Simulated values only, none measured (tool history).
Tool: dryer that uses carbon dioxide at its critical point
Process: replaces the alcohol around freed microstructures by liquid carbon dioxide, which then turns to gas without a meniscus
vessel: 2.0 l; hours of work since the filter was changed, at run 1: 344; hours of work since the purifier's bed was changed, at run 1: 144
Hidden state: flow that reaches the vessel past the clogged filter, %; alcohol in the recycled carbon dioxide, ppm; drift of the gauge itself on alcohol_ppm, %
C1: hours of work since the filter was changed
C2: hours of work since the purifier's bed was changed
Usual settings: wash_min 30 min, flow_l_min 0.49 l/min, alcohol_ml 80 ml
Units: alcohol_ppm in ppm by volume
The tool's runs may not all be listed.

Run 1, hour 0: usual settings; C1 344; C2 144. Result: alcohol_ppm 340 ppm by volume.
Run 2, hour 26: usual settings but wash_min 47 min; C1 356; C2 155. Result: alcohol_ppm 45 ppm by volume.
Run 3, hour 59.3: usual settings but wash_min 45 min; C1 370; C2 170. Result: alcohol_ppm 61 ppm by volume.
Run 4, hour 82.5: usual settings but wash_min 45 min; C1 381; C2 180. Result: alcohol_ppm 60 ppm by volume.
Run 5, hour 101.2: usual settings but wash_min 45 min, alcohol_ml 25 ml; C1 389; C2 188. Result: alcohol_ppm 34 ppm by volume.
Run 6, hour 127.4: usual settings; C1 400; C2 199. Result: alcohol_ppm 408 ppm by volume.
Run 7, hour 146.3: usual settings; C1 408; C2 208. Result: alcohol_ppm 418 ppm by volume.
Run 8, hour 172.7: usual settings but flow_l_min 0.528 l/min, alcohol_ml 52 ml; C1 420; C2 219. Result: alcohol_ppm 198 ppm by volume.
At hour 181.4: inlet filter changed.
Run 9, hour 187.6: usual settings but wash_min 25 min, flow_l_min 0.301 l/min, alcohol_ml 56 ml; C1 3; C2 225. Result: alcohol_ppm 1786 ppm by volume.
Run 10, hour 219.6: usual settings but wash_min 48 min, flow_l_min 0.423 l/min, alcohol_ml 52 ml; C1 17; C2 239. Result: alcohol_ppm 45 ppm by volume.
Run 11, hour 235: usual settings but wash_min 48 min, flow_l_min 0.305 l/min, alcohol_ml 82 ml; C1 23; C2 246. Result: alcohol_ppm 232 ppm by volume.

Hidden state or all else? Some run-to-run changes of alcohol_ppm, split into what the settings, what came in and random variation would give without the hidden state, and what is left for the hidden state (with any gauge scatter that isn't in both results):
Run 5 -> 6: wash_min 45 -> 30, alcohol_ml 25 -> 80. alcohol_ppm +374 ppm by volume: hidden state +204, all else +170.
Run 9 -> 10: wash_min 25 -> 48, flow_l_min 0.301 -> 0.423, alcohol_ml 56 -> 52. alcohol_ppm -1741 ppm by volume: hidden state -15, all else -1726.
